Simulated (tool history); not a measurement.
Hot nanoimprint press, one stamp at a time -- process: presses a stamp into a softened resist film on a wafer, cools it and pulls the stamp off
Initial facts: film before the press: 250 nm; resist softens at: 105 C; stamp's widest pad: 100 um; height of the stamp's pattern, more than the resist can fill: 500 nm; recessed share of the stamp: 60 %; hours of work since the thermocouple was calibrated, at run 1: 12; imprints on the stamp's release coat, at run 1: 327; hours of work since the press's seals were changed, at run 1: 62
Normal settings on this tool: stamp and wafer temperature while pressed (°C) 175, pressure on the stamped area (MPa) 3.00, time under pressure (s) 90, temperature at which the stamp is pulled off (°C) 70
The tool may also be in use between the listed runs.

run	hour	stamp and wafer temperature while pressed (°C)	pressure on the stamped area (MPa)	time under pressure (s)	temperature at which the stamp is pulled off (°C)	hours of work since the thermocouple was calibrated	imprints on the stamp's release coat	hours of work since the press's seals were changed	resist left under the stamp's widest pad (angstrom)	greatest force while the stamp is pulled off (N)
1	0.0	175	3.00	90	70	12	327	62	1374	131
2	8.7	175	2.92	90	70	18	374	68	1388	140
3	17.8	175	2.92	90	70	25	423	75	1395	139
4	25.4	175	2.92	90	70	30	464	80	1397	141
5	32.5	183	2.92	90	70	35	503	85	1127	141
6	40.1	175	3.00	90	74	40	544	91	1387	130
7	46.7	175	3.00	90	74	45	580	95	1376	131
8	56.8	175	3.00	90	74	52	634	102	1379	129
9	68.4	175	3.00	90	74	61	697	111	1382	138
10	78.1	175	3.00	90	74	67	749	118	1380	130
11	84.6	175	3.69	90	70	72	784	122	1240	147
12	93.9	175	3.00	90	70	79	834	129	1398	152
13	105.7	175	3.00	90	70	87	898	137	1376	154
14	115.0	175	3.00	90	70	94	948	144	1378	158
15	124.4	167	3.00	59	70	100	999	151	1852	155
16	131.6	175	4.15	76	75	106	1038	156	1234	139
17	139.5	175	4.15	76	75	111	1080	161	1234	147
18	148.0	175	3.00	90	72	117	1126	167	1376	154
19	153.0	182	3.00	111	59	121	1153	171	1079	192
20	163.2	164	3.00	90	70	128	1208	178	1807	165
21	175.4	181	2.97	90	70	137	1274	187	1203	163
22	186.3	168	2.59	60	62	144	1333	195	1910	199
# hour 197.3: stamp cleaned and given a new release coat
23	199.4	175	1.84	90	73	149	12	200	1707	118
24	208.8	177	1.85	56	64	156	62	206	1852	140
25	214.0	174	2.19	50	57	160	91	210	1897	160
26	223.4	184	2.19	50	70	166	141	217	1554	130
27	234.7	184	2.19	99	77	175	202	225	1271	110
28	244.9	186	3.00	63	70	182	257	232	1177	130

5 ways to go on from here, each from the tool as it stands after run 28. What would each give?
A	256.1	186	3.00	63	70	190	318	240	?	?
B	256.1	169	3.00	72	70	190	318	240	?	?
C	256.1	166	3.00	100	65	190	318	240	?	?
D	256.1	186	2.16	63	70	190	318	240	?	?
E	256.1	178	2.54	90	74	190	318	240	?	?

run	resist left under the stamp's widest pad (angstrom)	greatest force while the stamp is pulled off (N)
A	1191	134
B	1688	135
C	1706	149
D	1417	128
E	1393	125
Take away the tool's hidden state, keep each run's random variation, and the runs would have read:
run	resist left under the stamp's widest pad (angstrom)	greatest force while the stamp is pulled off (N)
A	1166	122
B	1657	123
C	1674	136
D	1393	117
E	1366	114
